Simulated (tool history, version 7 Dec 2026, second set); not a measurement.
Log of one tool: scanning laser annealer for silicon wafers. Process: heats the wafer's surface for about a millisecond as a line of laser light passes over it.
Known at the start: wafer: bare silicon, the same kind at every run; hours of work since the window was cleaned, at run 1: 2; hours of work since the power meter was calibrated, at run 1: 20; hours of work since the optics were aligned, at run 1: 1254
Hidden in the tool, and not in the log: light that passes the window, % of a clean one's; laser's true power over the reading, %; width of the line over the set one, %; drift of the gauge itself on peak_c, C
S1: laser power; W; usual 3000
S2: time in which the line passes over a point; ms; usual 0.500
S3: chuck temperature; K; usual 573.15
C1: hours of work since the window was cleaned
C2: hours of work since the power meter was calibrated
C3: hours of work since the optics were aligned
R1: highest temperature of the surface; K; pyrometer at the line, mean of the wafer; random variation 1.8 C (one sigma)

run 1 hour=0.0 | S1=3000 S2=0.500 S3=573.15 | C1=2 C2=20 C3=1254 | R1=1311.15
run 2 hour=8.5 | S1=2843 S2=0.500 S3=573.15 | C1=7 C2=25 C3=1259 | R1=1263.15
run 3 hour=15.3 | S1=2843 S2=0.500 S3=573.15 | C1=11 C2=29 C3=1263 | R1=1265.15
run 4 hour=22.8 | S1=2843 S2=0.500 S3=573.15 | C1=15 C2=34 C3=1267 | R1=1262.15
run 5 hour=28.5 | S1=2843 S2=0.500 S3=573.15 | C1=18 C2=37 C3=1270 | R1=1262.15
run 6 hour=34.9 | S1=2843 S2=0.500 S3=573.15 | C1=22 C2=41 C3=1274 | R1=1259.15
run 7 hour=39.3 | S1=3000 S2=0.500 S3=573.15 | C1=25 C2=43 C3=1276 | R1=1312.15
run 8 hour=46.2 | S1=3000 S2=0.500 S3=573.15 | C1=29 C2=47 C3=1281 | R1=1310.15
run 9 hour=50.5 | S1=3000 S2=0.500 S3=573.15 | C1=31 C2=50 C3=1283 | R1=1314.15
run 10 hour=57.0 | S1=3000 S2=0.500 S3=573.15 | C1=35 C2=53 C3=1287 | R1=1309.15

Forecast run 11:
run 11 hour=65.7 | S1=2704 S2=0.472 S3=573.15 | C1=40 C2=58 C3=1292 | R1=?

R1: 1198.15 K
Without the tool's hidden state the same run would have given R1 1217.15 K.
